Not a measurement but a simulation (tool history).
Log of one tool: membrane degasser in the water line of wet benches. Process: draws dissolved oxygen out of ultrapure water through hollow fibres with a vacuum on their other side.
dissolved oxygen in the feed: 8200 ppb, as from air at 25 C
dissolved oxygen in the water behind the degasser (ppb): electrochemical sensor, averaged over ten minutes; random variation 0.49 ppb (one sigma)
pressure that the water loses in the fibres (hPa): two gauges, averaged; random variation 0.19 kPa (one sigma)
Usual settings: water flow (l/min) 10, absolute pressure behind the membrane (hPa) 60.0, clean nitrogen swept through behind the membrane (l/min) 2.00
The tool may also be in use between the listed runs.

run	hour	water flow (l/min)	absolute pressure behind the membrane (hPa)	clean nitrogen swept through behind the membrane (l/min)	dissolved oxygen in the water behind the degasser (ppb)	pressure that the water loses in the fibres (hPa)
1	0.0	10	60.0	2.00	41.9	390.6
2	85.2	10	60.0	2.00	41.1	393.0
3	142.7	10	60.0	2.00	41.9	394.1
4	199.8	10	60.0	1.80	46.2	390.8
5	244.3	10	60.0	2.00	42.3	390.3
6	305.1	10	60.0	2.00	42.2	394.8
7	368.9	10	60.0	2.00	42.4	391.9
8	463.4	10	41.0	2.00	17.0	393.1
9	545.0	10	41.0	2.00	18.0	393.5
10	585.0	10	41.0	2.00	17.3	390.8
11	661.8	10	60.0	5.34	18.7	390.9
12	734.7	10	60.0	2.00	42.4	395.1
13	783.9	10	60.0	2.00	42.2	391.6
14	857.7	10	60.0	2.00	42.8	389.3
15	911.0	10	60.0	2.00	42.3	389.3
16	956.0	10	60.0	4.77	21.2	392.3
17	1023.2	6	60.0	2.00	24.7	234.6
18	1086.0	7	66.8	4.73	16.8	274.4
19	1167.7	7	66.8	4.73	16.7	275.4
20	1220.4	7	66.8	4.73	16.3	274.6
21	1263.7	14	66.8	4.73	40.8	551.1
22	1334.0	15	90.9	2.70	98.3	588.9
23	1388.6	15	90.9	2.70	98.6	592.8
24	1446.8	13	81.5	2.70	73.5	510.8
25	1541.4	13	81.5	2.70	73.5	515.8
26	1586.2	13	81.5	2.70	72.3	509.3
27	1649.6	11	60.0	3.84	29.2	432.3
28	1733.5	11	90.4	1.39	127.2	430.0
29	1787.0	11	90.4	1.39	124.8	432.1
30	1873.2	11	58.6	1.39	64.0	437.8
31	1954.2	10	60.0	3.10	31.0	393.7
32	2021.7	10	60.0	3.10	29.5	394.2

The same runs without the tool's hidden state, with the same run-to-run variation:
The hidden state here: membrane still open, %; true pressure behind the membrane over the reading, kPa; air that leaks in behind the membrane, l/min; drift of the gauge itself on oxygen_ppb, %; drift of the gauge itself on loss_of_pressure_kpa, %.
run	dissolved oxygen in the water behind the degasser (ppb)	pressure that the water loses in the fibres (hPa)
1	39.0	388.8
2	38.1	391.0
3	38.9	392.1
4	42.8	388.7
5	39.2	388.1
6	39.0	392.6
7	39.2	389.6
8	15.1	390.7
9	16.0	391.0
10	15.3	388.2
11	17.1	388.2
12	38.9	392.2
13	38.6	388.8
14	39.1	386.4
15	38.6	386.3
16	19.3	389.2
17	21.5	232.7
18	15.0	272.1
19	14.8	273.0
20	14.4	272.2
21	37.9	546.2
22	92.4	583.6
23	92.7	587.4
24	68.4	506.0
25	68.3	510.8
26	67.2	504.3
27	26.5	427.9
28	117.9	425.6
29	115.6	427.6
30	57.8	433.2
31	27.7	389.3
32	26.3	389.8
